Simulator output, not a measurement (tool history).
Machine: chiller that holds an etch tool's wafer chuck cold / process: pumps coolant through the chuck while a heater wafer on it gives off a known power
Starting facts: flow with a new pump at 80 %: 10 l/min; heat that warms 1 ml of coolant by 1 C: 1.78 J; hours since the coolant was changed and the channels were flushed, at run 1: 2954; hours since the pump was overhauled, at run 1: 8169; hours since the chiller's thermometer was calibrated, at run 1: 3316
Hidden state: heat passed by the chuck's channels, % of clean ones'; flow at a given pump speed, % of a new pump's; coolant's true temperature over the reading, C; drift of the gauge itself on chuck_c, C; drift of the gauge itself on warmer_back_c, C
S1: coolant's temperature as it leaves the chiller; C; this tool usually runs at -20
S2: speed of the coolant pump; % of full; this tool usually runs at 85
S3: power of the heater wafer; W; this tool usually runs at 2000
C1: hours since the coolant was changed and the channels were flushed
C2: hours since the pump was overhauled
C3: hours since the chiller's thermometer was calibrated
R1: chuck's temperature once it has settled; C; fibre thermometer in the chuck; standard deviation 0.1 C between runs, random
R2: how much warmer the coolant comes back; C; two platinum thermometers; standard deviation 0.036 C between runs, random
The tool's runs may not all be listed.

{"run": 1, "day": 0.0, "S1": -20, "S2": 85, "S3": 2000, "C1": 2954, "C2": 8169, "C3": 3316, "R1": -1.7, "R2": 7.54}
{"run": 2, "day": 5.933, "S1": -20, "S2": 85, "S3": 2000, "C1": 3097, "C2": 8311, "C3": 3459, "R1": -1.3, "R2": 7.55}
{"run": 3, "day": 11.508, "S1": -20, "S2": 85, "S3": 2000, "C1": 3231, "C2": 8445, "C3": 3592, "R1": -1.5, "R2": 7.55}
{"run": 4, "day": 17.55, "S1": -20, "S2": 85, "S3": 2000, "C1": 3376, "C2": 8590, "C3": 3737, "R1": -1.3, "R2": 7.62}
{"run": 5, "day": 23.492, "S1": -19, "S2": 85, "S3": 2000, "C1": 3518, "C2": 8732, "C3": 3880, "R1": -0.4, "R2": 7.65}
{"run": 6, "day": 30.404, "S1": -19, "S2": 85, "S3": 1550, "C1": 3684, "C2": 8898, "C3": 4046, "R1": -4.6, "R2": 5.92}
{"run": 7, "day": 37.079, "S1": -19, "S2": 85, "S3": 1550, "C1": 3844, "C2": 9058, "C3": 4206, "R1": -4.4, "R2": 5.96}
{"run": 8, "day": 43.725, "S1": -19, "S2": 85, "S3": 1550, "C1": 4004, "C2": 9218, "C3": 4366, "R1": -4.1, "R2": 5.99}
{"run": 9, "day": 47.912, "S1": -19, "S2": 85, "S3": 1550, "C1": 4104, "C2": 9318, "C3": 4466, "R1": -4.5, "R2": 5.95}
{"run": 10, "day": 53.825, "S1": -19, "S2": 85, "S3": 1550, "C1": 4246, "C2": 9460, "C3": 4608, "R1": -4.2, "R2": 5.99}
{"run": 11, "day": 58.396, "S1": -20, "S2": 95, "S3": 2000, "C1": 4356, "C2": 9570, "C3": 4718, "R1": -2.4, "R2": 6.99}
{"run": 12, "day": 64.762, "S1": -20, "S2": 95, "S3": 2000, "C1": 4509, "C2": 9723, "C3": 4871, "R1": -2.3, "R2": 6.94}
{"run": 13, "day": 71.196, "S1": -20, "S2": 95, "S3": 2000, "C1": 4663, "C2": 9877, "C3": 5025, "R1": -2.1, "R2": 6.98}
{"run": 14, "day": 75.004, "S1": -20, "S2": 85, "S3": 2000, "C1": 4754, "C2": 9969, "C3": 5116, "R1": -0.8, "R2": 7.82}
{"run": 15, "day": 78.904, "S1": -20, "S2": 85, "S3": 2000, "C1": 4848, "C2": 10062, "C3": 5210, "R1": -0.6, "R2": 7.84}
{"run": 16, "day": 86.221, "S1": -20, "S2": 85, "S3": 2000, "C1": 5024, "C2": 10238, "C3": 5386, "R1": -0.5, "R2": 7.88}
{"run": 17, "day": 91.258, "S1": -29, "S2": 77, "S3": 1562, "C1": 5145, "C2": 10359, "C3": 5506, "R1": -12.5, "R2": 6.72}
{"run": 18, "day": 96.3, "S1": -29, "S2": 71, "S3": 2860, "C1": 5266, "C2": 10480, "C3": 5627, "R1": 2.7, "R2": 13.41}
{"run": 19, "day": 101.221, "S1": -20, "S2": 67, "S3": 1342, "C1": 5384, "C2": 10598, "C3": 5746, "R1": -4.2, "R2": 6.73}
{"day": 104.033, "done": "chiller's thermometer calibrated"}
{"run": 20, "day": 108.642, "S1": -17, "S2": 61, "S3": 2000, "C1": 5561, "C2": 10775, "C3": 111, "R1": 7.9, "R2": 10.93}
{"run": 21, "day": 114.217, "S1": -19, "S2": 61, "S3": 2000, "C1": 5695, "C2": 10909, "C3": 244, "R1": 5.9, "R2": 10.97}
{"run": 22, "day": 120.254, "S1": -19, "S2": 61, "S3": 2000, "C1": 5839, "C2": 11054, "C3": 389, "R1": 6, "R2": 11.02}
{"run": 23, "day": 124.712, "S1": -28, "S2": 85, "S3": 2000, "C1": 5946, "C2": 11161, "C3": 496, "R1": -8.5, "R2": 7.98}
{"run": 24, "day": 131.117, "S1": -28, "S2": 80, "S3": 2383, "C1": 6100, "C2": 11314, "C3": 650, "R1": -3.5, "R2": 10.22}
{"run": 25, "day": 140.033, "S1": -10, "S2": 61, "S3": 1387, "C1": 6314, "C2": 11528, "C3": 864, "R1": 7.4, "R2": 7.74}
{"run": 26, "day": 146.962, "S1": -20, "S2": 66, "S3": 1142, "C1": 6480, "C2": 11695, "C3": 1030, "R1": -6.2, "R2": 5.98}
{"run": 27, "day": 154.642, "S1": -27, "S2": 78, "S3": 1142, "C1": 6665, "C2": 11879, "C3": 1215, "R1": -14.8, "R2": 5.06}
{"run": 28, "day": 162.146, "S1": -20, "S2": 85, "S3": 1878, "C1": 6845, "C2": 12059, "C3": 1395, "R1": -0.9, "R2": 7.65}
{"run": 29, "day": 169.821, "S1": -25, "S2": 61, "S3": 1878, "C1": 7029, "C2": 12243, "C3": 1579, "R1": -0.7, "R2": 10.68}
{"run": 30, "day": 178.917, "S1": -25, "S2": 61, "S3": 1878, "C1": 7247, "C2": 12462, "C3": 1797, "R1": -0.5, "R2": 10.64}

Forecast run 31:
{"run": 31, "day": 183.204, "S1": -26, "S2": 85, "S3": 1721, "C1": 7350, "C2": 12564, "C3": 1900, "R1": "?", "R2": "?"}

R1: -8.2 C
R2: 7.19 C
Minus the tool's unlogged condition, the same run would have read R1 -12.5 C, R2 5.53 C.
